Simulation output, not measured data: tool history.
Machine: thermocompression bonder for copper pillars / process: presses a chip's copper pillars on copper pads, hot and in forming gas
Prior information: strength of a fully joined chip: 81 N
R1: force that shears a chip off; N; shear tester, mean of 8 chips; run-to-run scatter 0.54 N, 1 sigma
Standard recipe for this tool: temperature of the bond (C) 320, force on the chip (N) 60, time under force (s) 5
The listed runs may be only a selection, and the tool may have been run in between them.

Run 1, hour 0.0: usual settings. Result: R1 39.9 N.
Run 2, hour 34.3: usual settings. Result: R1 39.4 N.
Run 3, hour 81.2: usual settings. Result: R1 38.5 N.
Run 4, hour 116.6: usual settings but time under force (s) 4. Result: R1 34.6 N.
Run 5, hour 140.5: usual settings. Result: R1 36.4 N.
Run 6, hour 165.4: usual settings. Result: R1 36.7 N.
Run 7, hour 204.6: usual settings. Result: R1 35.7 N.
At hour 207.7: forming gas filter changed.
Run 8, hour 248.6: usual settings. Result: R1 38.9 N.
Run 9, hour 272.6: usual settings. Result: R1 38.0 N.
Run 10, hour 312.8: usual settings but time under force (s) 14. Result: R1 51.4 N.
Run 11, hour 333.2: usual settings but time under force (s) 11. Result: R1 47.5 N.
Run 12, hour 364.6: usual settings but temperature of the bond (C) 296. Result: R1 29.1 N.
Run 13, hour 400.8: usual settings but temperature of the bond (C) 309. Result: R1 32.8 N.
At hour 418.7: forming gas filter changed.
Run 14, hour 446.6: usual settings but temperature of the bond (C) 309. Result: R1 35.1 N.
Run 15, hour 470.2: usual settings but temperature of the bond (C) 309. Result: R1 36.0 N.
Run 16, hour 502.0: usual settings but temperature of the bond (C) 309. Result: R1 35.0 N.
Run 17, hour 551.8: usual settings. Result: R1 37.3 N.
Run 18, hour 595.7: usual settings but temperature of the bond (C) 296, force on the chip (N) 85. Result: R1 35.9 N.
At hour 627.2: forming gas filter changed.
Run 19, hour 633.6: usual settings but temperature of the bond (C) 339, force on the chip (N) 85. Result: R1 54.4 N.
Run 20, hour 674.9: usual settings but temperature of the bond (C) 336, force on the chip (N) 85, time under force (s) 13. Result: R1 65.4 N.
Run 21, hour 706.6: usual settings but temperature of the bond (C) 315, time under force (s) 15. Result: R1 52.9 N.
Run 22, hour 754.0: usual settings but temperature of the bond (C) 315, force on the chip (N) 72, time under force (s) 15. Result: R1 53.7 N.
Run 23, hour 796.6: usual settings but force on the chip (N) 56. Result: R1 35.1 N.
At hour 837.2: forming gas filter changed.
At hour 841.3: force cell calibrated.
Run 24, hour 848.0: usual settings but force on the chip (N) 48. Result: R1 38.0 N.
Run 25, hour 881.0: usual settings but temperature of the bond (C) 300, force on the chip (N) 79, time under force (s) 10. Result: R1 48.8 N.
Run 26, hour 909.3: usual settings but temperature of the bond (C) 304, force on the chip (N) 43, time under force (s) 13. Result: R1 42.1 N.
Run 27, hour 937.8: usual settings but temperature of the bond (C) 332, force on the chip (N) 80. Result: R1 49.9 N.
Run 28, hour 966.2: usual settings but temperature of the bond (C) 323, force on the chip (N) 84, time under force (s) 6. Result: R1 50.0 N.
Run 29, hour 1013.6: usual settings but force on the chip (N) 78. Result: R1 43.2 N.
At hour 1049.2: forming gas filter changed.
Run 30, hour 1061.9: usual settings but force on the chip (N) 78. Result: R1 47.7 N.
Run 31, hour 1098.5: usual settings but force on the chip (N) 78. Result: R1 47.4 N.
Run 32, hour 1131.1: usual settings but temperature of the bond (C) 309. Result: R1 36.6 N.
Run 33, hour 1170.8: usual settings but temperature of the bond (C) 315. Result: R1 39.1 N.

Alternative continuations, all from the tool just after run 33; predict every row:
Run A, hour 1208.8: usual settings but time under force (s) 11. Result: R1 ?.
Run B, hour 1208.8: usual settings but temperature of the bond (C) 348, force on the chip (N) 59. Result: R1 ?.
Run C, hour 1208.8: usual settings but temperature of the bond (C) 327, force on the chip (N) 48, time under force (s) 8. Result: R1 ?.

run    R1
  A  49.9
  B  46.7
  C  43.1
Stripped of hidden state, with their random variation kept, the same runs would have yielded:
run    R1
  A  52.1
  B  48.9
  C  44.8

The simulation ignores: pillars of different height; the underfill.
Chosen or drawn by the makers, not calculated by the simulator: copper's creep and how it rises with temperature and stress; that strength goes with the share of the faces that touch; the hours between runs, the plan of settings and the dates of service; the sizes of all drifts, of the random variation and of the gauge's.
